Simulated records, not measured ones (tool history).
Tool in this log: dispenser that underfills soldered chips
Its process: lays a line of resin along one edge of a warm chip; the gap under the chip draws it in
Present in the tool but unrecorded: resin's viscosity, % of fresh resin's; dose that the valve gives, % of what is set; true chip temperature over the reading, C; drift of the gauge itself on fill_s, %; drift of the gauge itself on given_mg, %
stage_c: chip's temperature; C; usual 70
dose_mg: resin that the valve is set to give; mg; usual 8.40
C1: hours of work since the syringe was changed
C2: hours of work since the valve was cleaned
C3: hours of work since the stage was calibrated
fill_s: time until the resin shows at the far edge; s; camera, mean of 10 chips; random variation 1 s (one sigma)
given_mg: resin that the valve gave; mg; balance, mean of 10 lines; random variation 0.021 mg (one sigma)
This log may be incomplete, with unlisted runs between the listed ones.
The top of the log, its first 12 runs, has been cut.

{"hour": 101.2, "done": "new syringe of resin"}
{"run": 13, "hour": 102.9, "stage_c": 70, "dose_mg": 8.4, "C1": 1, "C2": 6, "C3": 154, "fill_s": 104.1, "given_mg": 8.31}
{"run": 14, "hour": 111.6, "stage_c": 70, "dose_mg": 7.67, "C1": 6, "C2": 12, "C3": 159, "fill_s": 152.7, "given_mg": 7.56}
{"hour": 112.9, "done": "new syringe of resin"}
{"run": 15, "hour": 119.3, "stage_c": 70, "dose_mg": 8.4, "C1": 4, "C2": 16, "C3": 163, "fill_s": 127.2, "given_mg": 8.26}
{"hour": 124.2, "done": "new syringe of resin"}
{"run": 16, "hour": 124.2, "stage_c": 70, "dose_mg": 10.88, "C1": 0, "C2": 19, "C3": 166, "fill_s": 99.5, "given_mg": 10.68}
{"run": 17, "hour": 132.3, "stage_c": 82, "dose_mg": 8.4, "C1": 5, "C2": 24, "C3": 171, "fill_s": 80.9, "given_mg": 8.22}
{"hour": 135.8, "done": "new syringe of resin"}
{"run": 18, "hour": 137.7, "stage_c": 84, "dose_mg": 10.04, "C1": 1, "C2": 27, "C3": 174, "fill_s": 57.7, "given_mg": 9.8}
{"run": 19, "hour": 144.3, "stage_c": 59, "dose_mg": 9.26, "C1": 5, "C2": 31, "C3": 178, "fill_s": 235.3, "given_mg": 9.05}
{"hour": 147.7, "done": "new syringe of resin"}
{"run": 20, "hour": 149.6, "stage_c": 58, "dose_mg": 8.77, "C1": 1, "C2": 34, "C3": 181, "fill_s": 187.2, "given_mg": 8.45}
{"hour": 159.0, "done": "new syringe of resin"}
{"run": 21, "hour": 160.4, "stage_c": 73, "dose_mg": 10.83, "C1": 1, "C2": 41, "C3": 188, "fill_s": 88.8, "given_mg": 10.43}
{"run": 22, "hour": 169.6, "stage_c": 63, "dose_mg": 8.06, "C1": 6, "C2": 46, "C3": 194, "fill_s": 206.8, "given_mg": 7.73}
{"hour": 170.5, "done": "new syringe of resin"}
{"run": 23, "hour": 178.3, "stage_c": 74, "dose_mg": 8.51, "C1": 5, "C2": 51, "C3": 199, "fill_s": 113.6, "given_mg": 8.11}
{"hour": 182.3, "done": "new syringe of resin"}
{"run": 24, "hour": 187.5, "stage_c": 70, "dose_mg": 10.11, "C1": 3, "C2": 57, "C3": 204, "fill_s": 121.9, "given_mg": 9.6}
{"hour": 190.8, "done": "dispensing valve cleaned and set on the balance"}
{"run": 25, "hour": 194.0, "stage_c": 60, "dose_mg": 9.09, "C1": 7, "C2": 2, "C3": 208, "fill_s": 244.8, "given_mg": 9.03}
{"hour": 195.1, "done": "new syringe of resin"}
{"run": 26, "hour": 199.7, "stage_c": 83, "dose_mg": 8.4, "C1": 3, "C2": 5, "C3": 211, "fill_s": 66.4, "given_mg": 8.36}
{"hour": 206.6, "done": "new syringe of resin"}
{"run": 27, "hour": 208.0, "stage_c": 83, "dose_mg": 8.4, "C1": 1, "C2": 10, "C3": 216, "fill_s": 60.0, "given_mg": 8.31}
{"run": 28, "hour": 216.8, "stage_c": 83, "dose_mg": 8.4, "C1": 6, "C2": 16, "C3": 221, "fill_s": 84.4, "given_mg": 8.24}
{"hour": 218.2, "done": "new syringe of resin"}
{"run": 29, "hour": 222.4, "stage_c": 55, "dose_mg": 8.6, "C1": 3, "C2": 19, "C3": 224, "fill_s": 247.3, "given_mg": 8.44}
{"hour": 230.0, "done": "new syringe of resin"}
{"run": 30, "hour": 232.7, "stage_c": 55, "dose_mg": 8.6, "C1": 2, "C2": 25, "C3": 230, "fill_s": 233.6, "given_mg": 8.38}

The next listed run, before its measurement:
{"hour": 242.1, "done": "new syringe of resin"}
{"run": 31, "hour": 242.4, "stage_c": 84, "dose_mg": 9.46, "C1": 0, "C2": 31, "C3": 236, "fill_s": "?", "given_mg": "?"}

fill_s: 54.8 s
given_mg: 9.19 mg
With the hidden condition absent and the run-to-run variation left alone, this run would have shown fill_s 49.9 s, given_mg 9.45 mg.
